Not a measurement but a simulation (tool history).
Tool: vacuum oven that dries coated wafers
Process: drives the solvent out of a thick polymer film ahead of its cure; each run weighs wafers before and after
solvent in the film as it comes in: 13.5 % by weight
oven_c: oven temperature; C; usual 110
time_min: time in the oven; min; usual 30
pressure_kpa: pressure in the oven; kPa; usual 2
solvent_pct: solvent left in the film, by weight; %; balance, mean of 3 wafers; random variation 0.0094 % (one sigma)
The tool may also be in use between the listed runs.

run	hour	oven_c	time_min	pressure_kpa	solvent_pct
1	0	110	30	2	0.988
2	6.4	110	30	2	0.986
3	16.8	110	30	2	0.976
4	32.6	110	30	6.77	2.016
5	42.7	110	29	6.77	2.087
6	55.2	110	30	2	0.976
7	66.3	110	30	2	0.979
8	73.3	112	30	2	0.842
9	85.7	123	30	2	0.361
10	94.4	110	45	2	0.577
11	104.7	110	45	2	0.572
12	114.8	110	45	2	0.576
13	126.6	110	27	2	1.14
14	134.3	110	27	2	1.156
15	140.9	107	30	2	1.304
16	155.4	107	30	2	1.284
17	169.8	107	30	2	1.306
18	179.1	107	30	2	1.284
19	191.4	107	30	2	1.285
20	205.3	110	30	2	0.974
21	212.5	110	30	2	0.985
22	227.2	110	30	2	0.968
23	234.7	110	30	2	0.977
24	250.1	119	30	2	0.454
25	262.9	110	22	4.49	2.125
# hour 265.9: oven's thermocouples calibrated
26	280.3	110	22	4.49	2.002
27	289.2	99	19	4.49	4.53
28	304.6	117	28	2	0.522
29	316.5	120	29	2	0.408
30	323.2	110	30	6.97	1.963
31	329.7	120	44	2	0.326
# hour 333.2: oven's thermocouples calibrated, once more
32	340.4	100	40	1.02	1.502
33	349.5	110	27	1.18	1.178
34	358.8	110	27	1.18	1.16
35	365.6	96	30	2	3.429
36	380.3	117	30	2.91	0.765
37	393.4	114	38	3.91	0.981
38	409.2	103	17	2.08	4.079
39	424.2	96	18	3.83	5.808
40	438.5	110	19	1.13	2.112
41	450.3	110	34	1.18	0.755
42	464.1	108	34	1.55	1.031
43	477.3	111	34	1.37	0.714
44	491.3	120	23	2.06	0.708
45	503.8	118	47	3.79	0.705
46	514.9	110	33	2	0.994
47	524.7	112	30	1.48	0.847

The same runs without the tool's hidden state, with the same run-to-run variation:
The hidden state here: true wafer temperature over the reading, C; true pressure over the reading, kPa; drift of the gauge itself on solvent_pct, %.
run	solvent_pct
1	1.184
2	1.182
3	1.173
4	2.271
5	2.352
6	1.175
7	1.178
8	1.007
9	0.405
10	0.667
11	0.662
12	0.666
13	1.376
14	1.393
15	1.561
16	1.542
17	1.564
18	1.543
19	1.545
20	1.179
21	1.191
22	1.175
23	1.184
24	0.53
25	2.464
26	2.457
27	5.187
28	0.675
29	0.504
30	2.332
31	0.36
32	1.544
33	1.214
34	1.197
35	3.502
36	0.779
37	0.994
38	4.162
39	5.895
40	2.179
41	0.779
42	1.064
43	0.736
44	0.731
45	0.706
46	1.025
47	0.878
